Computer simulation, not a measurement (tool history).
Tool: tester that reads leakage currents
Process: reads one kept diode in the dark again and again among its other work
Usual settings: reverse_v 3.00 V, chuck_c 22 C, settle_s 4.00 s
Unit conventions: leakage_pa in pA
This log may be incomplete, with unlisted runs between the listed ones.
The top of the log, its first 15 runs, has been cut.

Run 16, day 65.242: usual settings but settle_s 2.23 s. Result: leakage_pa 103.37 pA.
Run 17, day 71.008: usual settings. Result: leakage_pa 102.97 pA.
Run 18, day 76.171: usual settings but reverse_v 11.69 V. Result: leakage_pa 198.35 pA.
Run 19, day 80.933: usual settings but reverse_v 11.69 V. Result: leakage_pa 198.66 pA.
Run 20, day 86.933: usual settings but reverse_v 11.69 V. Result: leakage_pa 196.58 pA.
At day 87.467: probe card cleaned and baked.
Run 21, day 90.017: usual settings but reverse_v 10.46 V, chuck_c 21 C, settle_s 8.93 s. Result: leakage_pa 159.04 pA.
Run 22, day 95.462: usual settings but reverse_v 2.52 V, chuck_c 31 C, settle_s 0.96 s. Result: leakage_pa 187.72 pA.
Run 23, day 98.154: usual settings but reverse_v 7.31 V, chuck_c 21 C, settle_s 0.96 s. Result: leakage_pa 136.46 pA.
Run 24, day 102.771: usual settings but reverse_v 7.31 V, chuck_c 21 C, settle_s 0.96 s. Result: leakage_pa 136.06 pA.
At day 103.117: chuck's temperature calibrated.
Run 25, day 108.112: usual settings but reverse_v 7.31 V, chuck_c 53 C, settle_s 0.96 s. Result: leakage_pa 1438.66 pA.
Run 26, day 112.362: usual settings but reverse_v 2.89 V, settle_s 2.91 s. Result: leakage_pa 95.05 pA.
Run 27, day 116.112: usual settings but reverse_v 2.89 V, settle_s 2.91 s. Result: leakage_pa 94.49 pA.
Run 28, day 118.779: usual settings but reverse_v 4.94 V, chuck_c 51 C, settle_s 0.73 s. Result: leakage_pa 1048.41 pA.
Run 29, day 122.642: usual settings but reverse_v 4.49 V, chuck_c 59 C, settle_s 0.99 s. Result: leakage_pa 1707.95 pA.
At day 125.738: chuck's temperature calibrated, once more.
Run 30, day 127.642: usual settings but reverse_v 4.49 V, chuck_c 59 C, settle_s 0.99 s. Result: leakage_pa 1783.09 pA.
Run 31, day 131.475: usual settings but reverse_v 1.24 V. Result: leakage_pa 68.32 pA.
Run 32, day 135.308: usual settings but chuck_c 40 C. Result: leakage_pa 404.46 pA.
Run 33, day 139.825: usual settings but chuck_c 40 C. Result: leakage_pa 405.52 pA.
Run 34, day 143.642: usual settings but chuck_c 40 C. Result: leakage_pa 402.28 pA.
Run 35, day 146.579: usual settings but reverse_v 4.76 V, chuck_c 32 C. Result: leakage_pa 273.03 pA.
Run 36, day 152.604: usual settings but reverse_v 1.48 V, chuck_c 23 C, settle_s 7.76 s. Result: leakage_pa 80.09 pA.
Run 37, day 156.250: usual settings but reverse_v 1.48 V, chuck_c 23 C, settle_s 7.76 s. Result: leakage_pa 80.14 pA.
Run 38, day 158.721: usual settings but reverse_v 1.48 V, chuck_c 23 C, settle_s 7.76 s. Result: leakage_pa 79.72 pA.
Run 39, day 162.200: usual settings but reverse_v 3.95 V, settle_s 0.69 s. Result: leakage_pa 114.96 pA.
Run 40, day 166.838: usual settings but reverse_v 17.36 V, settle_s 0.69 s. Result: leakage_pa 228.72 pA.

Consider 3 possible next runs. They are alternatives, not a sequence: every one starts from the tool as it was left by run 40. What does each give?
Run A, day 172.854: usual settings but reverse_v 17.36 V, settle_s 0.77 s. Result: leakage_pa ?.
Run B, day 172.854: usual settings but reverse_v 8.94 V, settle_s 0.69 s. Result: leakage_pa ?.
Run C, day 172.854: usual settings but chuck_c 40 C. Result: leakage_pa ?.

run  leakage_pa
  A      228.41
  B      167.52
  C      401.31
Take away the tool's hidden state, keep each run's random variation, and the runs would have read:
run  leakage_pa
  A      227.26
  B      168.37
  C      410.92
